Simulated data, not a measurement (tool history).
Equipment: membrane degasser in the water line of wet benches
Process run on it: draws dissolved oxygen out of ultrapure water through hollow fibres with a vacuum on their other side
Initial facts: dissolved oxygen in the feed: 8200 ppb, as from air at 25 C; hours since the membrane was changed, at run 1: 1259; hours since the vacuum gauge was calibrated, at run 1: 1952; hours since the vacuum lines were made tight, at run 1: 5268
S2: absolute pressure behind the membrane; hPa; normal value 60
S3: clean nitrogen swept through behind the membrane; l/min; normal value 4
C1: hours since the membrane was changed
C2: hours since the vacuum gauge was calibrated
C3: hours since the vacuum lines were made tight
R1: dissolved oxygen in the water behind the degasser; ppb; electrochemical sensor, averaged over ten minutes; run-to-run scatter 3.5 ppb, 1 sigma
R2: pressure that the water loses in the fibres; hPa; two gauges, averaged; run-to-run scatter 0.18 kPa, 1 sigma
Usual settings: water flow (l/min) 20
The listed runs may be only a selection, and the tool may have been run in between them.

run 1 hour=0 | water_flow_(l/min)=20 S2=60 S3=4 | C1=1259 C2=1952 C3=5268 | R1=350.5 R2=321.6
run 2 hour=29.8 | water_flow_(l/min)=20 S2=60 S3=2.03 | C1=1289 C2=1982 C3=5298 | R1=382.9 R2=323.4
run 3 hour=75.6 | water_flow_(l/min)=20 S2=60 S3=2.03 | C1=1335 C2=2027 C3=5344 | R1=377.8 R2=321.7
run 4 hour=101.3 | water_flow_(l/min)=20 S2=71.3 S3=4 | C1=1361 C2=2053 C3=5370 | R1=364 R2=320.5
run 5 hour=151.9 | water_flow_(l/min)=20 S2=71.3 S3=4 | C1=1411 C2=2104 C3=5420 | R1=365.1 R2=319.9
run 6 hour=189.3 | water_flow_(l/min)=20 S2=60 S3=2.69 | C1=1449 C2=2141 C3=5458 | R1=362.8 R2=320
run 7 hour=240 | water_flow_(l/min)=20 S2=60 S3=4 | C1=1499 C2=2192 C3=5508 | R1=347.6 R2=321.7
run 8 hour=279 | water_flow_(l/min)=20 S2=60 S3=4 | C1=1538 C2=2231 C3=5547 | R1=345.3 R2=320.8
run 9 hour=336.1 | water_flow_(l/min)=20 S2=60 S3=4 | C1=1595 C2=2288 C3=5604 | R1=348.7 R2=318.4
run 10 hour=369 | water_flow_(l/min)=20 S2=60 S3=4 | C1=1628 C2=2321 C3=5637 | R1=353.7 R2=319.9
run 11 hour=404.7 | water_flow_(l/min)=20 S2=60 S3=4 | C1=1664 C2=2356 C3=5673 | R1=352.7 R2=317.6
run 12 hour=442.9 | water_flow_(l/min)=20 S2=60 S3=4 | C1=1702 C2=2395 C3=5711 | R1=354 R2=320.7
run 13 hour=485.9 | water_flow_(l/min)=20 S2=60 S3=4 | C1=1745 C2=2438 C3=5754 | R1=347 R2=318.4
run 14 hour=514.8 | water_flow_(l/min)=20 S2=60 S3=4 | C1=1774 C2=2467 C3=5783 | R1=355.2 R2=320.5
run 15 hour=571.4 | water_flow_(l/min)=20 S2=60 S3=2.33 | C1=1831 C2=2523 C3=5840 | R1=376.8 R2=320.8
run 16 hour=603.2 | water_flow_(l/min)=20 S2=60 S3=2.33 | C1=1863 C2=2555 C3=5871 | R1=370.6 R2=316.5
run 17 hour=637.4 | water_flow_(l/min)=20 S2=60 S3=2.33 | C1=1897 C2=2589 C3=5906 | R1=377.1 R2=321.7
run 18 hour=671.8 | water_flow_(l/min)=20 S2=107.8 S3=4 | C1=1931 C2=2624 C3=5940 | R1=409.7 R2=317.3
run 19 hour=728.2 | water_flow_(l/min)=20 S2=107.8 S3=4 | C1=1988 C2=2680 C3=5996 | R1=394.1 R2=319.7
run 20 hour=759 | water_flow_(l/min)=16 S2=76.7 S3=3.03 | C1=2018 C2=2711 C3=6027 | R1=264.4 R2=257.2
run 21 hour=792.2 | water_flow_(l/min)=16 S2=76.7 S3=3.03 | C1=2052 C2=2744 C3=6060 | R1=263.8 R2=256.2
run 22 hour=847.4 | water_flow_(l/min)=16 S2=76.7 S3=4.34 | C1=2107 C2=2799 C3=6116 | R1=250.5 R2=255.3
run 23 hour=877.3 | water_flow_(l/min)=24 S2=146.1 S3=7.27 | C1=2137 C2=2829 C3=6146 | R1=519.4 R2=385
run 24 hour=918.8 | water_flow_(l/min)=27 S2=90.1 S3=4 | C1=2178 C2=2871 C3=6187 | R1=607.9 R2=432.4
run 25 hour=944.7 | water_flow_(l/min)=20 S2=50.5 S3=2.39 | C1=2204 C2=2896 C3=6213 | R1=352.5 R2=322.4
run 26 hour=1001.9 | water_flow_(l/min)=24 S2=38.1 S3=2.39 | C1=2261 C2=2954 C3=6270 | R1=450.6 R2=381.9
run 27 hour=1048.4 | water_flow_(l/min)=14 S2=126.1 S3=3 | C1=2308 C2=3000 C3=6317 | R1=262.1 R2=227
-- hour=1086 vacuum gauge calibrated
run 28 hour=1106 | water_flow_(l/min)=20 S2=44.9 S3=6.56 | C1=2365 C2=20 C3=6374 | R1=326.6 R2=321.8
run 29 hour=1156 | water_flow_(l/min)=20 S2=44.9 S3=6.56 | C1=2415 C2=70 C3=6424 | R1=329.4 R2=318.3
run 30 hour=1206.7 | water_flow_(l/min)=20 S2=42 S3=6.56 | C1=2466 C2=121 C3=6474 | R1=322.4 R2=319.7
run 31 hour=1248.6 | water_flow_(l/min)=21 S2=48.7 S3=5.57 | C1=2507 C2=163 C3=6516 | R1=361.4 R2=339.4

Each row is a separate what-if for the run after 31, all from the same tool condition, not one after another. Results?
run A hour=1295 | water_flow_(l/min)=22 S2=59.3 S3=3.68 | C1=2554 C2=209 C3=6563 | R1=? R2=?
run B hour=1295 | water_flow_(l/min)=23 S2=100.3 S3=3.93 | C1=2554 C2=209 C3=6563 | R1=? R2=?
run C hour=1295 | water_flow_(l/min)=20 S2=60 S3=1.8 | C1=2554 C2=209 C3=6563 | R1=? R2=?
run D hour=1295 | water_flow_(l/min)=20 S2=60 S3=4 | C1=2554 C2=209 C3=6563 | R1=? R2=?
run E hour=1295 | water_flow_(l/min)=21 S2=49.2 S3=2.2 | C1=2554 C2=209 C3=6563 | R1=? R2=?

run=A R1=407.5 R2=352.2
run=B R1=495.6 R2=368.5
run=C R1=389.2 R2=320.8
run=D R1=341.2 R2=321
run=E R1=387.1 R2=335.6
Stripped of hidden state, with their random variation kept, the same runs would have yielded:
run=A R1=407 R2=352
run=B R1=495.1 R2=368.4
run=C R1=388.8 R2=320.6
run=D R1=340.7 R2=320.8
run=E R1=386.7 R2=335.5
